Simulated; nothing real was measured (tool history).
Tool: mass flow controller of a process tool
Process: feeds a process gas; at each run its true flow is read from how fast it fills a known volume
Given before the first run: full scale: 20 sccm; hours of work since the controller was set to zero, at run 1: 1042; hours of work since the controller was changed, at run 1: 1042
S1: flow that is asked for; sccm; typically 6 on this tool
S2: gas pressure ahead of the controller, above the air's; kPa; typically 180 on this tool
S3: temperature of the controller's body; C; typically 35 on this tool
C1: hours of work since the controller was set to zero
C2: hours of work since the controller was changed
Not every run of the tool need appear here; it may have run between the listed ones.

Run 1, hour 0: usual settings; C1 1042; C2 1042. Result: true flow (%) 99.9.
Run 2, hour 46.9: usual settings; C1 1079; C2 1079. Result: true flow (%) 100.02.
Run 3, hour 109.4: usual settings but S2 202 kPa; C1 1128; C2 1128. Result: true flow (%) 100.26.
Run 4, hour 181.9: usual settings but S2 202 kPa; C1 1185; C2 1185. Result: true flow (%) 100.38.
Run 5, hour 229: usual settings; C1 1222; C2 1222. Result: true flow (%) 100.27.
Run 6, hour 311.8: usual settings; C1 1287; C2 1287. Result: true flow (%) 100.39.
Run 7, hour 399: usual settings; C1 1355; C2 1355. Result: true flow (%) 100.41.
Run 8, hour 478.5: usual settings; C1 1418; C2 1418. Result: true flow (%) 100.57.
Run 9, hour 542: usual settings; C1 1467; C2 1467. Result: true flow (%) 100.56.
Run 10, hour 620.8: usual settings; C1 1529; C2 1529. Result: true flow (%) 100.59.
Run 11, hour 688.2: usual settings; C1 1582; C2 1582. Result: true flow (%) 100.8.
Run 12, hour 728.1: usual settings but S2 141 kPa; C1 1613; C2 1613. Result: true flow (%) 100.45.
Run 13, hour 777.1: usual settings; C1 1652; C2 1652. Result: true flow (%) 100.8.
Run 14, hour 858.4: usual settings; C1 1716; C2 1716. Result: true flow (%) 100.98.
Run 15, hour 912.9: usual settings; C1 1758; C2 1758. Result: true flow (%) 100.85.
Run 16, hour 986.2: usual settings; C1 1816; C2 1816. Result: true flow (%) 100.97.
Run 17, hour 1051.5: usual settings; C1 1867; C2 1867. Result: true flow (%) 101.14.
Run 18, hour 1126.9: usual settings; C1 1926; C2 1926. Result: true flow (%) 101.25.
At hour 1132.3: controller's zero set anew.
Run 19, hour 1172.9: usual settings but S2 145 kPa, S3 27 C; C1 32; C2 1962. Result: true flow (%) 101.7.
Run 20, hour 1217.4: usual settings but S1 10 sccm, S2 145 kPa, S3 27 C; C1 67; C2 1997. Result: true flow (%) 100.78.
At hour 1295.2: controller's zero set anew, once more.
Run 21, hour 1308.4: usual settings but S1 3 sccm; C1 10; C2 2068. Result: true flow (%) 99.18.
Run 22, hour 1361.3: usual settings; C1 52; C2 2109. Result: true flow (%) 99.36.
Run 23, hour 1415.7: usual settings but S1 2 sccm; C1 94; C2 2152. Result: true flow (%) 99.61.
Run 24, hour 1490: usual settings but S1 3 sccm, S2 181 kPa, S3 28 C; C1 153; C2 2210. Result: true flow (%) 100.
Run 25, hour 1569.4: usual settings but S1 18 sccm, S2 164 kPa, S3 25 C; C1 215; C2 2273. Result: true flow (%) 100.06.
Run 26, hour 1660.9: usual settings but S2 270 kPa; C1 287; C2 2344. Result: true flow (%) 100.16.
Run 27, hour 1742.2: usual settings but S1 5 sccm, S2 227 kPa, S3 34 C; C1 351; C2 2408. Result: true flow (%) 100.13.
Run 28, hour 1823.6: usual settings but S1 5 sccm, S2 227 kPa, S3 34 C; C1 415; C2 2472. Result: true flow (%) 100.09.
Run 29, hour 1903.6: usual settings but S3 22 C; C1 477; C2 2535. Result: true flow (%) 100.44.
Run 30, hour 1979.9: usual settings but S3 22 C; C1 537; C2 2595. Result: true flow (%) 100.43.
Run 31, hour 2024.5: usual settings but S1 8 sccm, S2 217 kPa, S3 28 C; C1 572; C2 2630. Result: true flow (%) 100.37.
Run 32, hour 2097.5: usual settings but S1 18 sccm, S2 159 kPa; C1 629; C2 2687. Result: true flow (%) 100.16.
Run 33, hour 2188.9: usual settings but S1 5 sccm, S3 31 C; C1 701; C2 2759. Result: true flow (%) 100.43.
Run 34, hour 2233.1: usual settings but S2 249 kPa, S3 22 C; C1 736; C2 2793. Result: true flow (%) 101.21.
Run 35, hour 2278.4: usual settings but S2 175 kPa, S3 26 C; C1 771; C2 2829. Result: true flow (%) 100.6.
Run 36, hour 2345.2: usual settings but S2 175 kPa, S3 26 C; C1 824; C2 2881. Result: true flow (%) 100.68.

Some steps in true flow (%), run to run, broken into two amounts with sign: the step expected even without the hidden condition (settings, incoming material, random variation), and the rest, left for the hidden condition together with whatever gauge scatter is not in both the measured and the hidden-condition-free result:
The tool's hidden condition here consists of: flow at rest that the sensor doesn't see, % of full scale; true flow over the shown one, %; drift of the gauge itself on true_pct, %.
Run 19 -> 20: S1 6 -> 10. true flow (%) -0.92: hidden state -0.97, all else +0.05.
Run 20 -> 21: S1 10 -> 3, S2 145 -> 180, S3 27 -> 35, controller's zero set anew, once more. true flow (%) -1.6: hidden state -1.19, all else -0.41.
Run 32 -> 33: S1 18 -> 5, S2 159 -> 180, S3 35 -> 31. true flow (%) +0.27: hidden state +0.83, all else -0.56.
Run 33 -> 34: S1 5 -> 6, S2 180 -> 249, S3 31 -> 22. true flow (%) +0.78: hidden state -0.14, all else +0.92.
